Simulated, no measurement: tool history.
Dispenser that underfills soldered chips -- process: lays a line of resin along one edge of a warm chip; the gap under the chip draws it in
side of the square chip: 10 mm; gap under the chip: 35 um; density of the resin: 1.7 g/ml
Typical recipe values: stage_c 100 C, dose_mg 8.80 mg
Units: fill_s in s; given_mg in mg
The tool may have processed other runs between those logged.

run 1 hour=0.0 | stage_c=100 dose_mg=8.80 | fill_s=129.6 given_mg=8.48
-- hour=7.5 new syringe of resin
run 2 hour=7.5 | stage_c=100 dose_mg=8.80 | fill_s=122.3 given_mg=8.43
-- hour=16.3 new syringe of resin
run 3 hour=17.9 | stage_c=100 dose_mg=8.80 | fill_s=128.1 given_mg=8.44
-- hour=24.9 new syringe of resin
run 4 hour=25.6 | stage_c=100 dose_mg=8.80 | fill_s=127.4 given_mg=8.41
-- hour=33.5 new syringe of resin
run 5 hour=34.7 | stage_c=100 dose_mg=8.80 | fill_s=130.3 given_mg=8.36
-- hour=42.2 new syringe of resin
-- hour=45.1 dispensing valve cleaned and set on the balance
run 6 hour=50.2 | stage_c=100 dose_mg=8.80 | fill_s=155.4 given_mg=8.65
-- hour=52.3 new syringe of resin
run 7 hour=59.5 | stage_c=94 dose_mg=8.80 | fill_s=193.5 given_mg=8.93
-- hour=61.0 new syringe of resin
run 8 hour=68.8 | stage_c=100 dose_mg=8.72 | fill_s=158.4 given_mg=8.54
-- hour=69.8 new syringe of resin
run 9 hour=75.3 | stage_c=100 dose_mg=8.72 | fill_s=145.7 given_mg=8.53
-- hour=78.8 new syringe of resin
run 10 hour=86.7 | stage_c=100 dose_mg=8.80 | fill_s=162.6 given_mg=8.65
-- hour=87.7 new syringe of resin
-- hour=97.0 new syringe of resin
run 11 hour=97.0 | stage_c=100 dose_mg=8.80 | fill_s=122.5 given_mg=8.43
run 12 hour=104.1 | stage_c=100 dose_mg=8.80 | fill_s=156.7 given_mg=8.34
-- hour=105.6 new syringe of resin
-- hour=114.5 new syringe of resin
run 13 hour=119.1 | stage_c=100 dose_mg=8.80 | fill_s=145.4 given_mg=8.43
-- hour=121.1 stage's temperature calibrated
-- hour=124.9 new syringe of resin
run 14 hour=129.1 | stage_c=100 dose_mg=8.80 | fill_s=138.2 given_mg=8.37
-- hour=133.5 new syringe of resin
run 15 hour=140.0 | stage_c=90 dose_mg=8.80 | fill_s=206.1 given_mg=8.32
-- hour=142.8 new syringe of resin
run 16 hour=146.9 | stage_c=100 dose_mg=8.80 | fill_s=140.0 given_mg=8.15
-- hour=150.8 dispensing valve cleaned and set on the balance
-- hour=153.2 new syringe of resin
-- hour=161.9 new syringe of resin
run 17 hour=162.1 | stage_c=100 dose_mg=9.97 | fill_s=118.5 given_mg=9.94
-- hour=170.9 new syringe of resin
run 18 hour=172.4 | stage_c=100 dose_mg=9.97 | fill_s=126.7 given_mg=9.79
-- hour=179.6 new syringe of resin
run 19 hour=182.5 | stage_c=86 dose_mg=8.80 | fill_s=212.4 given_mg=8.57
-- hour=188.2 new syringe of resin
run 20 hour=189.7 | stage_c=86 dose_mg=8.80 | fill_s=205.4 given_mg=8.57
run 21 hour=196.2 | stage_c=86 dose_mg=8.80 | fill_s=248.2 given_mg=8.47
-- hour=197.3 new syringe of resin
-- hour=206.9 new syringe of resin
run 22 hour=207.2 | stage_c=86 dose_mg=8.80 | fill_s=190.5 given_mg=8.49
-- hour=216.0 new syringe of resin
run 23 hour=219.8 | stage_c=100 dose_mg=8.99 | fill_s=138.7 given_mg=8.56
-- hour=224.8 new syringe of resin
run 24 hour=232.8 | stage_c=100 dose_mg=8.99 | fill_s=154.2 given_mg=8.64
-- hour=234.1 new syringe of resin
-- hour=242.7 new syringe of resin
run 25 hour=245.2 | stage_c=98 dose_mg=8.80 | fill_s=139.2 given_mg=8.16
-- hour=251.3 new syringe of resin
-- hour=255.7 dispensing valve cleaned and set on the balance
run 26 hour=257.8 | stage_c=98 dose_mg=8.80 | fill_s=153.4 given_mg=8.85
-- hour=261.7 new syringe of resin
run 27 hour=268.3 | stage_c=103 dose_mg=8.04 | fill_s=135.7 given_mg=7.93
-- hour=270.3 new syringe of resin
run 28 hour=278.1 | stage_c=103 dose_mg=8.04 | fill_s=143.4 given_mg=8.10
-- hour=279.1 new syringe of resin
-- hour=288.6 new syringe of resin
run 29 hour=292.5 | stage_c=109 dose_mg=10.67 | fill_s=100.6 given_mg=10.50
-- hour=297.2 new syringe of resin
run 30 hour=301.5 | stage_c=114 dose_mg=10.67 | fill_s=87.9 given_mg=10.46
-- hour=306.4 new syringe of resin
run 31 hour=313.6 | stage_c=114 dose_mg=10.67 | fill_s=99.3 given_mg=10.48
-- hour=315.8 new syringe of resin
run 32 hour=321.3 | stage_c=100 dose_mg=10.51 | fill_s=143.8 given_mg=10.13
-- hour=325.0 new syringe of resin
-- hour=334.3 new syringe of resin
run 33 hour=336.2 | stage_c=115 dose_mg=9.83 | fill_s=82.1 given_mg=9.46

Hidden state or all else? Some run-to-run changes of fill_s, split into what the settings, what came in and random variation would give without the hidden state, and what is left for the hidden state (with any gauge scatter that isn't in both results):
Hidden state present: resin's viscosity, % of fresh resin's; dose that the valve gives, % of what is set; true chip temperature over the reading, C; drift of the gauge itself on fill_s, %; drift of the gauge itself on given_mg, %.
Run 10 -> 11: new syringe of resin, new syringe of resin. fill_s -40.1 s: hidden state -38.3, all else -1.8.
Run 14 -> 15: stage_c 100 -> 90, new syringe of resin. fill_s +67.9 s: hidden state +25.1, all else +42.8.
Run 15 -> 16: stage_c 90 -> 100, new syringe of resin. fill_s -66.1 s: hidden state -24.2, all else -41.9.
Run 18 -> 19: stage_c 100 -> 86, dose_mg 9.97 -> 8.80, new syringe of resin. fill_s +85.7 s: hidden state +14.4, all else +71.3.
Run 20 -> 21: settings left as they were, no log entry in between. fill_s +42.8 s: hidden state +46.5, all else -3.7.
Run 21 -> 22: new syringe of resin, new syringe of resin. fill_s -57.7 s: hidden state -57.8, all else +0.1.
